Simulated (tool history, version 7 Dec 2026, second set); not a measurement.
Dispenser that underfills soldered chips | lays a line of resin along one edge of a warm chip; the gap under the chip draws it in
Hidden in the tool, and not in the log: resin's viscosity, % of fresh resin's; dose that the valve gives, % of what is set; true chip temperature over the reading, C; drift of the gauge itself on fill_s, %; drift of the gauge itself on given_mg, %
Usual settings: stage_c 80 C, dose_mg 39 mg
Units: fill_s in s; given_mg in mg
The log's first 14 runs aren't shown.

| run | hour | stage_c | dose_mg | hours of work since the syringe was changed | hours of work since the valve was cleaned | hours of work since the stage was calibrated | fill_s | given_mg |
|---|---|---|---|---|---|---|---|---|
|  | 146.8 | new syringe of resin |
| 15 | 148 | 80 | 50.6 | 1 | 86 | 501 | 212.3 | 47.59 |
| 16 | 155.3 | 65 | 39 | 6 | 92 | 507 | 634.6 | 36.27 |
|  | 159.6 | new syringe of resin |
| 17 | 169.9 | 65 | 39 | 8 | 102 | 518 | 676.5 | 36.36 |
|  | 172.4 | new syringe of resin |
|  | 184.7 | dispensing valve cleaned and set on the balance |
| 18 | 184.7 | 65 | 39 | 8 | 0 | 528 | 682.8 | 39.34 |
|  | 185.8 | new syringe of resin |
| 19 | 196.8 | 65 | 39 | 8 | 9 | 536 | 689.8 | 38.78 |
|  | 198.6 | new syringe of resin |
|  | 211.5 | new syringe of resin |
| 20 | 212.7 | 76 | 35.4 | 1 | 20 | 548 | 274.8 | 34.84 |
| 21 | 220.6 | 76 | 35.4 | 7 | 26 | 554 | 371.8 | 34.77 |
|  | 223.7 | new syringe of resin |
|  | 236.1 | new syringe of resin |
| 22 | 236.1 | 76 | 35.4 | 0 | 37 | 565 | 253.6 | 34.53 |
| 23 | 245.2 | 74 | 49 | 7 | 44 | 572 | 389.9 | 47.4 |
|  | 248.9 | new syringe of resin |
| 24 | 260.7 | 79 | 33.2 | 9 | 55 | 583 | 366.5 | 31.94 |
|  | 261.9 | new syringe of resin |
| 25 | 267.6 | 68 | 48.5 | 4 | 60 | 588 | 446.1 | 46.51 |
|  | 274.3 | new syringe of resin |
| 26 | 279.3 | 80 | 39.1 | 4 | 69 | 597 | 247.9 | 37.18 |
|  | 287 | new syringe of resin |
| 27 | 292 | 80 | 39.1 | 4 | 78 | 606 | 249.6 | 36.87 |
|  | 299.4 | new syringe of resin |
| 28 | 302.9 | 87 | 39 | 3 | 86 | 614 | 165.9 | 36.28 |
|  | 312.3 | new syringe of resin |
| 29 | 315.4 | 85 | 40 | 2 | 95 | 623 | 174.9 | 37.25 |
|  | 324.9 | new syringe of resin |
| 30 | 327.6 | 78 | 34.3 | 2 | 104 | 632 | 261.7 | 31.96 |
|  | 338.2 | new syringe of resin |
|  | 340.4 | dispensing valve cleaned and set on the balance |
| 31 | 343.6 | 78 | 35.8 | 3 | 2 | 643 | 264.4 | 35.76 |
|  | 352.4 | new syringe of resin |
| 32 | 352.4 | 75 | 39.4 | 0 | 9 | 649 | 248.6 | 39.09 |
| 33 | 362 | 75 | 39.4 | 7 | 16 | 656 | 367.4 | 38.78 |
|  | 365.1 | new syringe of resin |
| 34 | 373.9 | 75 | 39.4 | 7 | 25 | 665 | 355.8 | 38.67 |

Forecast each of these 3 alternatives for the next run:
|  | 377.4 | new syringe of resin |
| A | 381.2 | 69 | 35.1 | 3 | 30 | 670 | ? | ? |
|  | 377.4 | new syringe of resin |
| B | 381.2 | 67 | 46.9 | 3 | 30 | 670 | ? | ? |
|  | 377.4 | new syringe of resin |
| C | 381.2 | 66 | 36.5 | 3 | 30 | 670 | ? | ? |

| run | fill_s | given_mg |
|---|---|---|
| A | 412.5 | 34.26 |
| B | 430.1 | 46 |
| C | 473.2 | 35.71 |
Without the tool's hidden state the same runs would have given:
| run | fill_s | given_mg |
|---|---|---|
| A | 444.1 | 35.06 |
| B | 466.7 | 47.06 |
| C | 512.1 | 36.54 |
